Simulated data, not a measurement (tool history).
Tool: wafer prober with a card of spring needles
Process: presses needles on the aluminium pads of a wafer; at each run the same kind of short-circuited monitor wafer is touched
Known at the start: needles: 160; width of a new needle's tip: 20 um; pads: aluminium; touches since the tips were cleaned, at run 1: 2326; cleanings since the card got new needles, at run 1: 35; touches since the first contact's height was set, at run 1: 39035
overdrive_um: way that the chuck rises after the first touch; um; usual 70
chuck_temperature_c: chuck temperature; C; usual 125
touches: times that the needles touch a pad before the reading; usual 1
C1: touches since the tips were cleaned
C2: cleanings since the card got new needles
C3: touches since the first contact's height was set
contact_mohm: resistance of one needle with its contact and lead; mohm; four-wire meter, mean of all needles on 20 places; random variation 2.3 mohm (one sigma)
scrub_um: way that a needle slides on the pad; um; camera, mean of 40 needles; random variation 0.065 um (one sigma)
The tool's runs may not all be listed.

{"run": 1, "day": 0.0, "overdrive_um": 70, "chuck_temperature_c": 125, "touches": 1, "C1": 2326, "C2": 35, "C3": 39035, "contact_mohm": 298, "scrub_um": 12.5}
{"day": 0.188, "done": "tips cleaned on abrasive film"}
{"day": 0.6, "done": "tips cleaned on abrasive film"}
{"run": 2, "day": 0.625, "overdrive_um": 70, "chuck_temperature_c": 125, "touches": 1, "C1": 324, "C2": 37, "C3": 46656, "contact_mohm": 270, "scrub_um": 12.45}
{"day": 0.967, "done": "tips cleaned on abrasive film"}
{"run": 3, "day": 1.138, "overdrive_um": 70, "chuck_temperature_c": 125, "touches": 1, "C1": 2069, "C2": 38, "C3": 52910, "contact_mohm": 298, "scrub_um": 12.43}
{"day": 1.342, "done": "tips cleaned on abrasive film"}
{"day": 1.721, "done": "tips cleaned on abrasive film"}
{"run": 4, "day": 1.725, "overdrive_um": 70, "chuck_temperature_c": 125, "touches": 1, "C1": 39, "C2": 40, "C3": 60066, "contact_mohm": 255, "scrub_um": 12.47}
{"day": 2.096, "done": "tips cleaned on abrasive film"}
{"run": 5, "day": 2.383, "overdrive_um": 70, "chuck_temperature_c": 125, "touches": 1, "C1": 3531, "C2": 41, "C3": 68153, "contact_mohm": 309, "scrub_um": 12.43}
{"day": 2.529, "done": "tips cleaned on abrasive film"}
{"day": 2.9, "done": "tips cleaned on abrasive film"}
{"run": 6, "day": 2.983, "overdrive_um": 70, "chuck_temperature_c": 125, "touches": 1, "C1": 1070, "C2": 43, "C3": 75486, "contact_mohm": 289, "scrub_um": 12.23}
{"day": 3.262, "done": "tips cleaned on abrasive film"}
{"day": 3.658, "done": "tips cleaned on abrasive film"}
{"run": 7, "day": 3.675, "overdrive_um": 70, "chuck_temperature_c": 125, "touches": 1, "C1": 223, "C2": 45, "C3": 83924, "contact_mohm": 264, "scrub_um": 12.23}
{"day": 4.033, "done": "tips cleaned on abrasive film"}
{"run": 8, "day": 4.046, "overdrive_um": 70, "chuck_temperature_c": 125, "touches": 1, "C1": 151, "C2": 46, "C3": 88432, "contact_mohm": 266, "scrub_um": 12.34}
{"run": 9, "day": 4.371, "overdrive_um": 70, "chuck_temperature_c": 125, "touches": 1, "C1": 4152, "C2": 46, "C3": 92433, "contact_mohm": 312, "scrub_um": 12.39}
{"day": 4.433, "done": "tips cleaned on abrasive film"}
{"run": 10, "day": 4.758, "overdrive_um": 70, "chuck_temperature_c": 125, "touches": 1, "C1": 4000, "C2": 47, "C3": 97192, "contact_mohm": 311, "scrub_um": 12.28}
{"day": 4.833, "done": "tips cleaned on abrasive film"}
{"day": 5.208, "done": "tips cleaned on abrasive film"}
{"run": 11, "day": 5.296, "overdrive_um": 70, "chuck_temperature_c": 125, "touches": 1, "C1": 1104, "C2": 49, "C3": 103731, "contact_mohm": 286, "scrub_um": 12.24}
{"day": 5.575, "done": "tips cleaned on abrasive film"}
{"day": 5.942, "done": "tips cleaned on abrasive film"}
{"run": 12, "day": 5.942, "overdrive_um": 70, "chuck_temperature_c": 125, "touches": 1, "C1": 0, "C2": 51, "C3": 111619, "contact_mohm": 265, "scrub_um": 12.2}
{"day": 6.317, "done": "tips cleaned on abrasive film"}
{"run": 13, "day": 6.329, "overdrive_um": 70, "chuck_temperature_c": 125, "touches": 1, "C1": 157, "C2": 52, "C3": 116345, "contact_mohm": 267, "scrub_um": 12.15}
{"day": 6.688, "done": "tips cleaned on abrasive film"}
{"run": 14, "day": 6.888, "overdrive_um": 70, "chuck_temperature_c": 125, "touches": 1, "C1": 2480, "C2": 53, "C3": 123178, "contact_mohm": 300, "scrub_um": 12.28}
{"day": 7.092, "done": "tips cleaned on abrasive film"}
{"day": 7.488, "done": "tips cleaned on abrasive film"}
{"run": 15, "day": 7.554, "overdrive_um": 70, "chuck_temperature_c": 125, "touches": 1, "C1": 807, "C2": 55, "C3": 131304, "contact_mohm": 278, "scrub_um": 12.28}
{"day": 7.9, "done": "tips cleaned on abrasive film"}
{"day": 8.308, "done": "tips cleaned on abrasive film"}
{"run": 16, "day": 8.317, "overdrive_um": 70, "chuck_temperature_c": 125, "touches": 1, "C1": 82, "C2": 57, "C3": 140594, "contact_mohm": 263, "scrub_um": 12.12}
{"day": 8.362, "done": "height of the first contact set anew"}
{"day": 8.725, "done": "tips cleaned on abrasive film"}
{"run": 17, "day": 8.929, "overdrive_um": 68, "chuck_temperature_c": 47, "touches": 2, "C1": 2515, "C2": 58, "C3": 6970, "contact_mohm": 276, "scrub_um": 11.6}
{"day": 9.096, "done": "tips cleaned on abrasive film"}
{"run": 18, "day": 9.379, "overdrive_um": 68, "chuck_temperature_c": 47, "touches": 2, "C1": 3478, "C2": 59, "C3": 12459, "contact_mohm": 282, "scrub_um": 11.66}
{"day": 9.483, "done": "tips cleaned on abrasive film"}
{"run": 19, "day": 9.804, "overdrive_um": 63, "chuck_temperature_c": 27, "touches": 1, "C1": 3936, "C2": 60, "C3": 17631, "contact_mohm": 337, "scrub_um": 10.64}
{"day": 9.879, "done": "tips cleaned on abrasive film"}
{"day": 10.246, "done": "tips cleaned on abrasive film"}
{"run": 20, "day": 10.425, "overdrive_um": 63, "chuck_temperature_c": 27, "touches": 1, "C1": 2196, "C2": 62, "C3": 25198, "contact_mohm": 305, "scrub_um": 10.66}
{"day": 10.633, "done": "tips cleaned on abrasive film"}
{"day": 11.046, "done": "tips cleaned on abrasive film"}
{"run": 21, "day": 11.058, "overdrive_um": 63, "chuck_temperature_c": 27, "touches": 1, "C1": 165, "C2": 64, "C3": 32955, "contact_mohm": 243, "scrub_um": 10.58}
{"day": 11.429, "done": "tips cleaned on abrasive film"}
{"run": 22, "day": 11.733, "overdrive_um": 75, "chuck_temperature_c": 47, "touches": 1, "C1": 3717, "C2": 65, "C3": 41210, "contact_mohm": 303, "scrub_um": 12.74}
{"day": 11.825, "done": "tips cleaned on abrasive film"}
{"day": 12.2, "done": "tips cleaned on abrasive film"}
{"run": 23, "day": 12.225, "overdrive_um": 62, "chuck_temperature_c": 125, "touches": 2, "C1": 325, "C2": 67, "C3": 47192, "contact_mohm": 265, "scrub_um": 10.42}
{"day": 12.525, "done": "height of the first contact set anew, once more"}
{"day": 12.588, "done": "tips cleaned on abrasive film"}
{"run": 24, "day": 12.704, "overdrive_um": 77, "chuck_temperature_c": 55, "touches": 3, "C1": 1398, "C2": 68, "C3": 2127, "contact_mohm": 251, "scrub_um": 13.81}
{"day": 12.958, "done": "tips cleaned on abrasive film"}
{"run": 25, "day": 13.05, "overdrive_um": 70, "chuck_temperature_c": 108, "touches": 1, "C1": 1105, "C2": 69, "C3": 6345, "contact_mohm": 284, "scrub_um": 12.64}
{"day": 13.362, "done": "tips cleaned on abrasive film"}
{"day": 13.783, "done": "tips cleaned on abrasive film"}
{"run": 26, "day": 13.792, "overdrive_um": 85, "chuck_temperature_c": 125, "touches": 3, "C1": 125, "C2": 71, "C3": 15428, "contact_mohm": 254, "scrub_um": 15.27}
{"run": 27, "day": 14.112, "overdrive_um": 85, "chuck_temperature_c": 125, "touches": 3, "C1": 4086, "C2": 71, "C3": 19389, "contact_mohm": 266, "scrub_um": 15.19}
{"day": 14.175, "done": "tips cleaned on abrasive film"}
{"day": 14.567, "done": "tips cleaned on abrasive film"}
{"run": 28, "day": 14.567, "overdrive_um": 85, "chuck_temperature_c": 125, "touches": 3, "C1": 0, "C2": 73, "C3": 24875, "contact_mohm": 252, "scrub_um": 15.13}
{"day": 14.958, "done": "tips cleaned on abrasive film"}
{"run": 29, "day": 14.975, "overdrive_um": 85, "chuck_temperature_c": 125, "touches": 3, "C1": 191, "C2": 74, "C3": 29878, "contact_mohm": 261, "scrub_um": 15.14}
{"day": 15.375, "done": "tips cleaned on abrasive film"}
{"run": 30, "day": 15.562, "overdrive_um": 85, "chuck_temperature_c": 125, "touches": 3, "C1": 2330, "C2": 75, "C3": 37103, "contact_mohm": 265, "scrub_um": 15.22}
{"day": 15.788, "done": "tips cleaned on abrasive film"}
{"run": 31, "day": 16.021, "overdrive_um": 76, "chuck_temperature_c": 57, "touches": 1, "C1": 2923, "C2": 76, "C3": 42716, "contact_mohm": 296, "scrub_um": 13.54}
{"day": 16.183, "done": "tips cleaned on abrasive film"}
{"day": 16.583, "done": "tips cleaned on abrasive film"}
{"run": 32, "day": 16.662, "overdrive_um": 76, "chuck_temperature_c": 57, "touches": 1, "C1": 976, "C2": 78, "C3": 50521, "contact_mohm": 267, "scrub_um": 13.48}

Forecast each of these 4 alternatives for the next run:
{"day": 16.95, "done": "tips cleaned on abrasive film"}
{"run": "A", "day": 17.304, "overdrive_um": 76, "chuck_temperature_c": 57, "touches": 2, "C1": 4396, "C2": 79, "C3": 58411, "contact_mohm": "?", "scrub_um": "?"}
{"day": 16.95, "done": "tips cleaned on abrasive film"}
{"run": "B", "day": 17.304, "overdrive_um": 70, "chuck_temperature_c": 77, "touches": 1, "C1": 4396, "C2": 79, "C3": 58411, "contact_mohm": "?", "scrub_um": "?"}
{"day": 16.95, "done": "tips cleaned on abrasive film"}
{"run": "C", "day": 17.304, "overdrive_um": 70, "chuck_temperature_c": 33, "touches": 2, "C1": 4396, "C2": 79, "C3": 58411, "contact_mohm": "?", "scrub_um": "?"}
{"day": 16.95, "done": "tips cleaned on abrasive film"}
{"run": "D", "day": 17.304, "overdrive_um": 52, "chuck_temperature_c": 40, "touches": 1, "C1": 4396, "C2": 79, "C3": 58411, "contact_mohm": "?", "scrub_um": "?"}

run=A contact_mohm=275 scrub_um=13.52
run=B contact_mohm=314 scrub_um=12.52
run=C contact_mohm=277 scrub_um=12.49
run=D contact_mohm=363 scrub_um=9.23
Without the tool's hidden state the same runs would have given:
run=A contact_mohm=235 scrub_um=13.72
run=B contact_mohm=241 scrub_um=12.71
run=C contact_mohm=229 scrub_um=12.69
run=D contact_mohm=232 scrub_um=9.42
